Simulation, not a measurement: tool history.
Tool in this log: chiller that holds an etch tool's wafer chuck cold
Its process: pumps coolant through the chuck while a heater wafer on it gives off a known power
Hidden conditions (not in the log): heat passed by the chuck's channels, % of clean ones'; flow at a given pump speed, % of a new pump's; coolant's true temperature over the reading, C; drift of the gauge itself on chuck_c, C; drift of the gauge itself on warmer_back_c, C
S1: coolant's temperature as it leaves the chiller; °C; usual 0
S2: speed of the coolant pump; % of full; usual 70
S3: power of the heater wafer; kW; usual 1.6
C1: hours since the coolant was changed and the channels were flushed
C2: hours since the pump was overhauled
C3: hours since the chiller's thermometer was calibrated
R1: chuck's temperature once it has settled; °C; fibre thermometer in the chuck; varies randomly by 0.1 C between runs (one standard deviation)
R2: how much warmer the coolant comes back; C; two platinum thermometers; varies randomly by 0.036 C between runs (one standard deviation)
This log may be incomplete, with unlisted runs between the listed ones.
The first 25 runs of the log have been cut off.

| run | day | S1 | S2 | S3 | C1 | C2 | C3 | R1 | R2 |
|---|---|---|---|---|---|---|---|---|---|
| 26 | 31.633 | -3 | 70 | 1.225 | 2593 | 2481 | 2846 | 8.3 | 5.22 |
| 27 | 33.171 | 7 | 70 | 1.56 | 2630 | 2517 | 2883 | 21.5 | 6.75 |
| 28 | 34.142 | 7 | 70 | 1.56 | 2653 | 2541 | 2906 | 21.5 | 6.69 |
| 29 | 35.292 | 7 | 70 | 1.56 | 2681 | 2568 | 2934 | 21.4 | 6.74 |
| 30 | 36.346 | -6 | 71 | 1.534 | 2706 | 2594 | 2959 | 8.2 | 6.54 |
| 31 | 37.879 | 0 | 70 | 0.88 | 2743 | 2630 | 2996 | 8.2 | 3.79 |
| 32 | 39.642 | 1 | 70 | 1.329 | 2785 | 2673 | 3038 | 13.5 | 5.77 |
| 33 | 41.312 | -6 | 72 | 1.979 | 2825 | 2713 | 3078 | 11.9 | 8.31 |

Branching from run 33: 3 alternative next runs. What would each branch give?
| A | 42.871 | 0 | 100 | 1.058 | 2863 | 2750 | 3115 | ? | ? |
| B | 42.871 | -6 | 65 | 0.971 | 2863 | 2750 | 3115 | ? | ? |
| C | 42.871 | -8 | 63 | 1.705 | 2863 | 2750 | 3115 | ? | ? |

| run | R1 | R2 |
|---|---|---|
| A | 7 | 3.24 |
| B | 3.8 | 4.69 |
| C | 9.5 | 8.32 |
With the hidden condition removed and each run's random variation left untouched, the same runs would have given:
| run | R1 | R2 |
|---|---|---|
| A | 7 | 3.05 |
| B | 3.8 | 4.51 |
| C | 9.5 | 8.13 |
